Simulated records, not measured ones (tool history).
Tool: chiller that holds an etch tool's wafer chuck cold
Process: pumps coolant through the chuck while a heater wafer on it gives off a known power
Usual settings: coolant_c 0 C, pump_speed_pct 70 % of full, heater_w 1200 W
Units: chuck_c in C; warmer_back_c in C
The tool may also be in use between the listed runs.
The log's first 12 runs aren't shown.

| run | hour | coolant_c | pump_speed_pct | heater_w | hours since the coolant was changed and the channels were flushed | hours since the pump was overhauled | hours since the chiller's thermometer was calibrated | chuck_c | warmer_back_c |
|---|---|---|---|---|---|---|---|---|---|
| 13 | 707.3 | 0 | 70 | 1200 | 7363 | 2873 | 4122 | 11.3 | 4.53 |
| 14 | 776.3 | 0 | 70 | 1200 | 7432 | 2942 | 4191 | 11.2 | 4.43 |
| 15 | 820.4 | 0 | 70 | 1200 | 7476 | 2987 | 4235 | 11.1 | 4.36 |
| 16 | 896.2 | 0 | 70 | 1200 | 7551 | 3062 | 4311 | 11.2 | 4.49 |
| 17 | 933.4 | 4 | 70 | 1230 | 7589 | 3099 | 4348 | 15.6 | 4.57 |
| 18 | 984.2 | 0 | 70 | 893 | 7639 | 3150 | 4399 | 8.2 | 3.33 |
| 19 | 1032.0 | -4 | 67 | 933 | 7687 | 3198 | 4447 | 4.9 | 3.67 |
| 20 | 1092.5 | -4 | 66 | 790 | 7748 | 3259 | 4507 | 3.8 | 3.19 |
| 21 | 1169.1 | -4 | 66 | 790 | 7824 | 3335 | 4584 | 3.7 | 3.16 |
| 22 | 1225.0 | 0 | 87 | 717 | 7880 | 3391 | 4640 | 5.4 | 2.06 |
| 23 | 1294.3 | -2 | 74 | 1670 | 7950 | 3460 | 4709 | 13.1 | 5.87 |
| 24 | 1368.9 | -5 | 61 | 1768 | 8024 | 3535 | 4784 | 13.9 | 7.67 |
| 25 | 1433.9 | -5 | 61 | 1768 | 8089 | 3600 | 4849 | 14.0 | 7.76 |
| 26 | 1485.0 | -4 | 85 | 1042 | 8140 | 3651 | 4900 | 4.3 | 3.21 |
| 27 | 1561.8 | 4 | 72 | 1035 | 8217 | 3728 | 4977 | 13.4 | 3.78 |
| 28 | 1629.1 | 4 | 72 | 1035 | 8284 | 3795 | 5044 | 13.5 | 3.81 |
| 29 | 1700.7 | 0 | 70 | 1182 | 8356 | 3867 | 5115 | 11.2 | 4.47 |
| 30 | 1765.8 | 6 | 70 | 1651 | 8421 | 3932 | 5181 | 21.8 | 6.26 |
| 31 | 1824.7 | 6 | 70 | 1200 | 8480 | 3991 | 5239 | 17.4 | 4.58 |
| 32 | 1879.1 | 6 | 74 | 1200 | 8534 | 4045 | 5294 | 16.9 | 4.28 |

4 ways to go on from here, each from the tool as it stands after run 32. What would each give?
| A | 1942.5 | 4 | 70 | 1200 | 8598 | 4109 | 5357 | ? | ? |
| B | 1942.5 | 0 | 75 | 1200 | 8598 | 4109 | 5357 | ? | ? |
| C | 1942.5 | -4 | 99 | 963 | 8598 | 4109 | 5357 | ? | ? |
| D | 1942.5 | 1 | 64 | 937 | 8598 | 4109 | 5357 | ? | ? |

| run | chuck_c | warmer_back_c |
|---|---|---|
| A | 15.5 | 4.63 |
| B | 10.9 | 4.20 |
| C | 2.6 | 2.54 |
| D | 10.5 | 3.95 |
Without the tool's hidden state the same runs would have given:
| run | chuck_c | warmer_back_c |
|---|---|---|
| A | 14.3 | 4.30 |
| B | 9.8 | 3.89 |
| C | 2.1 | 2.36 |
| D | 9.6 | 3.67 |
